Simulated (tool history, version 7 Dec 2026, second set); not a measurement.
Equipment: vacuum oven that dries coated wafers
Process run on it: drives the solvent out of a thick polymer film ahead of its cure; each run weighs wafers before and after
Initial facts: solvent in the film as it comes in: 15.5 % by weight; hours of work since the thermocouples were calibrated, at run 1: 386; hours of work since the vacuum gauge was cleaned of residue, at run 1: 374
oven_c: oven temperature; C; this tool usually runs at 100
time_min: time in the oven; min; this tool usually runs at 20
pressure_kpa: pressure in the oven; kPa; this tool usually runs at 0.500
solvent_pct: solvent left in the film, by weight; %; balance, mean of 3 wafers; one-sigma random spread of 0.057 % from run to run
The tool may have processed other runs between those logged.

| run | hour | oven_c | time_min | pressure_kpa | hours of work since the thermocouples were calibrated | hours of work since the vacuum gauge was cleaned of residue | solvent_pct |
|---|---|---|---|---|---|---|---|
| 1 | 0.0 | 100 | 20 | 0.500 | 386 | 374 | 2.81 |
| 2 | 23.9 | 111 | 20 | 0.500 | 396 | 384 | 0.88 |
| 3 | 36.0 | 111 | 20 | 0.500 | 401 | 389 | 0.89 |
| 4 | 61.5 | 111 | 20 | 0.500 | 412 | 400 | 0.92 |
| 5 | 81.2 | 100 | 20 | 0.288 | 420 | 409 | 2.77 |
| 6 | 100.0 | 100 | 20 | 0.288 | 428 | 416 | 2.74 |
| 7 | 111.5 | 100 | 20 | 0.288 | 433 | 421 | 2.78 |
| 8 | 123.4 | 100 | 31 | 0.500 | 438 | 426 | 1.43 |
| 9 | 140.4 | 102 | 20 | 0.500 | 445 | 434 | 2.43 |
| 10 | 157.8 | 102 | 20 | 0.500 | 453 | 441 | 2.43 |
| 11 | 172.7 | 102 | 20 | 0.500 | 459 | 447 | 2.41 |
| 12 | 187.9 | 102 | 20 | 0.500 | 465 | 454 | 2.41 |
| 13 | 202.2 | 102 | 20 | 0.500 | 472 | 460 | 2.35 |
| 14 | 214.1 | 100 | 23 | 0.500 | 477 | 465 | 2.31 |
| 15 | 236.1 | 100 | 24 | 0.500 | 486 | 474 | 2.24 |
| 16 | 246.7 | 111 | 31 | 0.418 | 490 | 478 | 0.41 |
| 17 | 266.5 | 114 | 20 | 0.500 | 499 | 487 | 0.68 |
| 18 | 281.6 | 91 | 31 | 0.901 | 505 | 493 | 3.79 |
| 19 | 297.2 | 111 | 12 | 1.856 | 512 | 500 | 2.98 |
| 20 | 308.3 | 107 | 12 | 1.856 | 516 | 505 | 4.02 |
| 21 | 334.5 | 100 | 16 | 0.312 | 527 | 516 | 3.73 |
| 22 | 357.2 | 100 | 16 | 0.312 | 537 | 525 | 3.71 |
| 23 | 372.8 | 92 | 28 | 1.129 | 544 | 532 | 4.16 |
| 24 | 384.4 | 98 | 25 | 1.129 | 549 | 537 | 3.05 |
| 25 | 399.5 | 100 | 27 | 1.163 | 555 | 543 | 2.38 |
| 26 | 411.6 | 100 | 15 | 0.272 | 560 | 548 | 4.02 |

Expected results for the next run?
| 27 | 424.2 | 100 | 29 | 0.272 | 565 | 553 | ? |

{"run 27": {"solvent_pct": 1.44}}
On a tool with no hidden condition, and with the same random variation, this run would have come out at solvent_pct 1.19 %.
